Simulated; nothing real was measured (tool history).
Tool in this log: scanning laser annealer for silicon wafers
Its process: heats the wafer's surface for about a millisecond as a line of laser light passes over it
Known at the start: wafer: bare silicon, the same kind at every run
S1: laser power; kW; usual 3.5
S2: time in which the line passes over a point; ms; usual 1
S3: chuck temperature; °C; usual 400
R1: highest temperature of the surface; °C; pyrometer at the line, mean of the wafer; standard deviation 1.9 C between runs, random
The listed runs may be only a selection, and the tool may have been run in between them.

run   hour     S1    S2   S3    R1
  1      0    3.5     1  400  1101
  2   16.4    3.5     1  400  1099
  3     49    3.5  0.89  400  1063
  4   82.2    3.5     1  400  1095
  5  114.8    3.5     1  400  1097
  6  145.7    3.5     1  400  1097
  7  174.2    3.5  1.03  400  1105
  8  206.8    3.5     1  378  1074
     244.4  -- optics aligned, line set to its width
  9  244.8    3.5     1  378  1080
 10  259.9    3.5     1  378  1081
 11  275.1    3.5  1.13  378  1123
 12  297.3    3.5  1.13  378  1122
 13  329.2    3.5  1.13  378  1117
     335.8  -- window over the wafer cleaned
 14  349.8    3.5  1.13  378  1145
 15  369.3  3.274  1.07  374  1053
 16  400.2    3.5     1  421  1145
 17  415.8    3.5     1  421  1142
 18  444.8  3.142  0.72  361   901
 19  466.4  3.142  0.72  361   904
 20  493.8  3.142  1.12  394  1050

Alternative continuations, all from the tool just after run 20; predict every row:
  A  514.7  2.981  1.12  394   ?
  B  514.7  2.983  0.95  439   ?
  C  514.7  3.813  1.12  394   ?

run    R1
  A  1005
  B  1007
  C  1242
With no hidden state in the tool, these same runs would have given:
run    R1
  A  1009
  B  1012
  C  1248
